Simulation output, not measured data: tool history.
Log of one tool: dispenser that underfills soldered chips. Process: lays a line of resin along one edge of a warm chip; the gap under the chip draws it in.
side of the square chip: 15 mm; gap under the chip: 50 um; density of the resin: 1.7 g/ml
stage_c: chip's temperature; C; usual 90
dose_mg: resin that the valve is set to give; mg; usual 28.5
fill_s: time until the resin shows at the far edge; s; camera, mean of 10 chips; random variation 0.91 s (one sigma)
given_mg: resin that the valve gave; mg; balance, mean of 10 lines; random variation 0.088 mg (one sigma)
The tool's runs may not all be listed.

run   hour  stage_c  dose_mg  fill_s  given_mg
  1    0.0       90     28.5   115.0     28.03
       4.1  -- new syringe of resin
  2    5.1       90     30.8    84.0     30.40
  3   10.4       90     28.5   103.7     28.05
      16.9  -- new syringe of resin
  4   17.9       90     28.5    85.2     27.74
  5   21.7       90     28.5    96.7     27.83
  6   25.7       90     28.5   114.8     27.85
      29.7  -- new syringe of resin
  7   33.1       90     28.5    93.7     27.99
  8   40.3       90     28.5   123.7     27.86
      43.0  -- new syringe of resin
  9   46.3       90     28.5    90.8     27.76
 10   53.3       90     28.5   119.7     27.70
      55.8  -- new syringe of resin
 11   57.2       90     28.5    85.4     27.64
      64.6  -- dispensing valve cleaned and set on the balance
 12   64.9       90     28.5   107.7     28.33
      69.6  -- new syringe of resin
 13   70.7       90     28.5    86.9     28.48
 14   77.7       90     28.5   112.6     28.43
      82.7  -- new syringe of resin
 15   85.4       90     28.5    90.1     28.28
 16   89.4       90     28.5   105.9     28.21
 17   94.4       94     28.5   107.9     28.36
      95.5  -- new syringe of resin
 18   98.5       94     28.5    77.0     28.18
 19  105.1       90     28.1   118.2     27.82
     108.7  -- new syringe of resin
 20  110.0       85     28.1   106.0     27.79
 21  116.2      103     26.9    63.9     26.65
 22  119.5      103     34.7    69.7     34.44
     121.7  -- new syringe of resin
 23  127.0      102     27.9    59.2     27.54
 24  132.3       90     25.9   121.0     25.58
     134.6  -- new syringe of resin
 25  135.9       90     25.9    88.8     25.51
 26  143.1       87     32.9   126.6     32.33
 27  146.8      100     36.8    83.4     36.01
     147.7  -- new syringe of resin
 28  153.4      100     36.8    65.6     35.99
 29  159.0       88     24.5   142.5     24.11
     161.1  -- new syringe of resin
 30  163.7       76     26.7   166.3     26.21
 31  171.0       90     36.2   114.5     35.29
     174.1  -- new syringe of resin
 32  175.0       90     36.2    79.0     35.23
 33  181.8       77     26.4   191.6     25.51
 34  185.1       83     28.2   168.7     27.45
     187.0  -- new syringe of resin
 35  189.4       83     28.2   119.3     27.58

Forecast each of these 5 alternatives for the next run:
  A  192.8       75     34.4       ?         ?
  B  192.8       96     35.3       ?         ?
  C  192.8       82     34.3       ?         ?
  D  192.8       83     30.3       ?         ?
  E  192.8       91     28.5       ?         ?

run  fill_s  given_mg
  A   187.1     33.57
  B    75.6     34.43
  C   135.1     33.35
  D   130.8     29.51
  E    94.8     27.60
Without the tool's hidden state the same runs would have given:
run  fill_s  given_mg
  A   164.8     34.54
  B    66.0     35.44
  C   118.6     34.32
  D   114.6     30.37
  E    82.7     28.40

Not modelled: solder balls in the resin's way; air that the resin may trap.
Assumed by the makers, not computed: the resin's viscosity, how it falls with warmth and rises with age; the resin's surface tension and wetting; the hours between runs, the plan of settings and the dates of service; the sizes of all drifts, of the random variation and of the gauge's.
